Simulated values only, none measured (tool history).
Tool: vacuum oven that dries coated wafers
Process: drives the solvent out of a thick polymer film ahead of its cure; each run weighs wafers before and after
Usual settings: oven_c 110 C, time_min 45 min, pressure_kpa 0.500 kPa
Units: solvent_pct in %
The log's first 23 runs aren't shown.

run 24 hour=1648.1 | oven_c=105 time_min=34 pressure_kpa=0.585 | solvent_pct=4.39
run 25 hour=1702.5 | oven_c=105 time_min=34 pressure_kpa=0.585 | solvent_pct=4.37
run 26 hour=1753.1 | oven_c=112 time_min=34 pressure_kpa=0.325 | solvent_pct=2.71
run 27 hour=1844.2 | oven_c=113 time_min=34 pressure_kpa=0.318 | solvent_pct=2.47
run 28 hour=1899.9 | oven_c=113 time_min=34 pressure_kpa=0.318 | solvent_pct=2.48
run 29 hour=1982.0 | oven_c=121 time_min=45 pressure_kpa=0.500 | solvent_pct=0.73
run 30 hour=2054.1 | oven_c=104 time_min=41 pressure_kpa=1.233 | solvent_pct=3.80
run 31 hour=2098.2 | oven_c=106 time_min=29 pressure_kpa=0.827 | solvent_pct=5.11
run 32 hour=2190.1 | oven_c=111 time_min=35 pressure_kpa=1.864 | solvent_pct=3.30
run 33 hour=2250.1 | oven_c=110 time_min=45 pressure_kpa=1.456 | solvent_pct=2.18
run 34 hour=2302.1 | oven_c=118 time_min=26 pressure_kpa=0.280 | solvent_pct=2.76
run 35 hour=2368.0 | oven_c=115 time_min=67 pressure_kpa=0.660 | solvent_pct=0.68
-- hour=2385.3 vacuum gauge cleaned of residue and calibrated
run 36 hour=2409.4 | oven_c=122 time_min=41 pressure_kpa=0.554 | solvent_pct=0.59
run 37 hour=2483.0 | oven_c=122 time_min=41 pressure_kpa=0.554 | solvent_pct=0.65

Forecast each of these 5 alternatives for the next run:
run A hour=2559.1 | oven_c=110 time_min=37 pressure_kpa=0.329 | solvent_pct=?
run B hour=2559.1 | oven_c=122 time_min=41 pressure_kpa=0.786 | solvent_pct=?
run C hour=2559.1 | oven_c=96 time_min=41 pressure_kpa=0.588 | solvent_pct=?
run D hour=2559.1 | oven_c=118 time_min=47 pressure_kpa=0.554 | solvent_pct=?
run E hour=2559.1 | oven_c=122 time_min=36 pressure_kpa=0.554 | solvent_pct=?

run=A solvent_pct=2.22
run=B solvent_pct=0.59
run=C solvent_pct=5.20
run=D solvent_pct=0.65
run=E solvent_pct=0.82
Without the tool's hidden state the same runs would have given:
run=A solvent_pct=2.59
run=B solvent_pct=0.72
run=C solvent_pct=5.77
run=D solvent_pct=0.78
run=E solvent_pct=1.00
